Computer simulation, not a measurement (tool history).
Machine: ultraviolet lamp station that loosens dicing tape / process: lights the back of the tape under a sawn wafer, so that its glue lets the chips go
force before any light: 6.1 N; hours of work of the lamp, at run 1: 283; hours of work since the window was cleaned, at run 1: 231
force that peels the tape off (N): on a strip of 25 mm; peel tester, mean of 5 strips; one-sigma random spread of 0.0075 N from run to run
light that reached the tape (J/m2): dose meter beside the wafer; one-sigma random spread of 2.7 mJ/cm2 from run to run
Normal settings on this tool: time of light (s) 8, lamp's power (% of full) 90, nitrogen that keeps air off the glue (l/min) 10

run	day	time of light (s)	lamp's power (% of full)	nitrogen that keeps air off the glue (l/min)	hours of work of the lamp	hours of work since the window was cleaned	force that peels the tape off (N)	light that reached the tape (J/m2)
1	0	8	90	10	283	231	0.333	2830
2	0.921	8	90	10	296	244	0.348	2860
3	1.708	8	90	10	307	255	0.343	2790
4	2.262	11	90	10	315	263	0.253	3820
5	2.838	8	90	10	324	271	0.352	2750
6	4.058	8	90	10	341	289	0.36	2720
7	5.367	8	90	10	360	307	0.375	2680
8	6.371	8	90	10	374	322	0.376	2630
9	7.258	8	90	10	387	335	0.383	2610
10	8.017	8	90	10	398	345	0.37	2570
11	9.046	8	70	10	413	360	0.569	2020
12	9.983	8	70	10	426	374	0.598	2020
13	10.638	8	90	10	435	383	0.395	2530
14	11.329	8	90	10	445	393	0.408	2530
15	12.483	8	90	10	462	409	0.411	2480
16	13.288	8	90	10	473	421	0.393	2500
# day 13.429: window cleaned of glue's vapour
17	14.396	8	90	10	489	14	0.448	2370
# day 15.354: window cleaned of glue's vapour, once more
18	15.492	8	73	10	504	2	0.528	2200
19	16.754	8	73	10	522	20	0.507	2190
20	17.433	8	73	10	532	30	0.533	2180
21	18.642	8	90	15	549	47	0.35	2560
22	19.246	15	86	15	558	56	0.25	4630
23	19.842	15	86	15	566	64	0.246	4560
24	20.596	15	86	15	577	75	0.258	4570
25	21.917	9	78	4	596	94	0.619	2450
26	22.742	8	67	4	608	106	1.006	1820
27	23.525	15	66	15	619	117	0.28	3350
# day 24.038: lamp changed
28	24.612	5	90	18	8	132	0.463	2090
29	25.738	5	64	10	24	148	1.001	1490
30	26.883	5	64	10	41	164	0.99	1450
31	27.917	8	92	6	56	179	0.324	3360
32	29.012	8	90	8	71	195	0.318	3220
33	30.188	7	90	8	88	212	0.372	2790
34	31.15	8	92	10	102	226	0.307	3230
35	31.833	8	92	10	112	235	0.307	3230
36	32.783	8	82	10	125	249	0.346	2830
37	33.962	4	73	12	142	266	1.2	1230
38	34.612	6	88	7	151	275	0.593	2170
39	35.325	6	95	6	162	285	0.564	2360
40	35.983	7	65	5	171	295	0.847	1910
41	37.192	7	62	5	188	312	0.945	1800
42	38.308	11	91	15	204	328	0.25	4000

Results per run with the tool's hidden condition removed, run-to-run variation unchanged:
The tool's hidden condition here consists of: lamp's light, % of a new lamp's; light that the window lets through, % of a clean one's; drift of the gauge itself on peel_n, %; drift of the gauge itself on dose_mj_cm2, %.
run	force that peels the tape off (N)	light that reached the tape (J/m2)
1	0.272	3470
2	0.281	3540
3	0.273	3500
4	0.234	4800
5	0.277	3480
6	0.279	3500
7	0.284	3490
8	0.281	3480
9	0.28	3470
10	0.267	3460
11	0.35	2740
12	0.363	2760
13	0.274	3500
14	0.277	3520
15	0.276	3510
16	0.255	3550
17	0.282	3490
18	0.354	2880
19	0.329	2900
20	0.343	2910
21	0.263	3490
22	0.245	6350
23	0.241	6290
24	0.253	6360
25	0.359	3470
26	0.55	2600
27	0.248	4840
28	0.431	2180
29	0.915	1580
30	0.886	1560
31	0.298	3630
32	0.291	3520
33	0.325	3090
34	0.28	3620
35	0.277	3640
36	0.298	3220
37	0.967	1420
38	0.466	2530
39	0.44	2770
40	0.644	2250
41	0.707	2150
42	0.242	4830

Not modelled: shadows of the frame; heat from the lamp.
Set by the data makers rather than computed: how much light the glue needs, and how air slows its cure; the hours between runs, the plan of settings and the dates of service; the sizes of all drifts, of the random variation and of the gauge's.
